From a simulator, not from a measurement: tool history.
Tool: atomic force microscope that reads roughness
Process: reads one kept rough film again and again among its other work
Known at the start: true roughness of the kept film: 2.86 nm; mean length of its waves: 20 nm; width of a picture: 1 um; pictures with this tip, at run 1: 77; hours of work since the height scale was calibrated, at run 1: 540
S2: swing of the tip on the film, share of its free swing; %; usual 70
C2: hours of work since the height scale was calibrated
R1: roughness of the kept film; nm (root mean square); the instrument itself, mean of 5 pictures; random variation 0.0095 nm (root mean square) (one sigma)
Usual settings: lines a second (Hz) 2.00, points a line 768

Run 1, hour 0.0: usual settings; pictures with this tip 77; C2 540. Result: R1 2.149 nm (root mean square).
At hour 19.0: new tip fitted.
Run 2, hour 20.7: usual settings but lines a second (Hz) 0.59; pictures with this tip 3; C2 552. Result: R1 2.191 nm (root mean square).
Run 3, hour 46.0: usual settings but lines a second (Hz) 0.59; pictures with this tip 41; C2 568. Result: R1 2.195 nm (root mean square).
Run 4, hour 64.3: usual settings but lines a second (Hz) 0.59; pictures with this tip 68; C2 579. Result: R1 2.184 nm (root mean square).
Run 5, hour 80.7: usual settings but lines a second (Hz) 0.59; pictures with this tip 93; C2 588. Result: R1 2.207 nm (root mean square).
At hour 87.9: new tip fitted.
Run 6, hour 104.0: usual settings; pictures with this tip 24; C2 602. Result: R1 2.150 nm (root mean square).
Run 7, hour 119.5: usual settings; pictures with this tip 47; C2 611. Result: R1 2.130 nm (root mean square).
Run 8, hour 137.9: usual settings; pictures with this tip 74; C2 622. Result: R1 2.123 nm (root mean square).
At hour 157.4: new tip fitted.
Run 9, hour 167.9: usual settings; pictures with this tip 16; C2 640. Result: R1 2.149 nm (root mean square).
Run 10, hour 199.6: usual settings but S2 87 %, points a line 352; pictures with this tip 63; C2 659. Result: R1 2.006 nm (root mean square).
At hour 227.4: new tip fitted.
Run 11, hour 231.5: usual settings but S2 87 %, points a line 352; pictures with this tip 6; C2 678. Result: R1 2.008 nm (root mean square).
Run 12, hour 264.7: usual settings but lines a second (Hz) 1.90, S2 80 %, points a line 295; pictures with this tip 56; C2 697. Result: R1 2.035 nm (root mean square).
Run 13, hour 282.6: usual settings but lines a second (Hz) 3.86, S2 85 %, points a line 912; pictures with this tip 82; C2 708. Result: R1 1.931 nm (root mean square).
At hour 299.3: new tip fitted.
Run 14, hour 313.5: usual settings but lines a second (Hz) 3.99, S2 85 %, points a line 912; pictures with this tip 22; C2 726. Result: R1 1.929 nm (root mean square).
Run 15, hour 336.8: usual settings but lines a second (Hz) 0.78, points a line 893; pictures with this tip 57; C2 740. Result: R1 2.189 nm (root mean square).
Run 16, hour 351.5: usual settings but lines a second (Hz) 0.78, points a line 893; pictures with this tip 79; C2 749. Result: R1 2.193 nm (root mean square).

Forecast run 17:
At hour 369.8: new tip fitted.
Run 17, hour 379.1: usual settings but lines a second (Hz) 0.75, S2 88 %, points a line 288; pictures with this tip 14; C2 765. Result: R1 ?.

R1: 2.086 nm (root mean square)
Without the tool's hidden state the same run would have given R1 2.087 nm (root mean square).
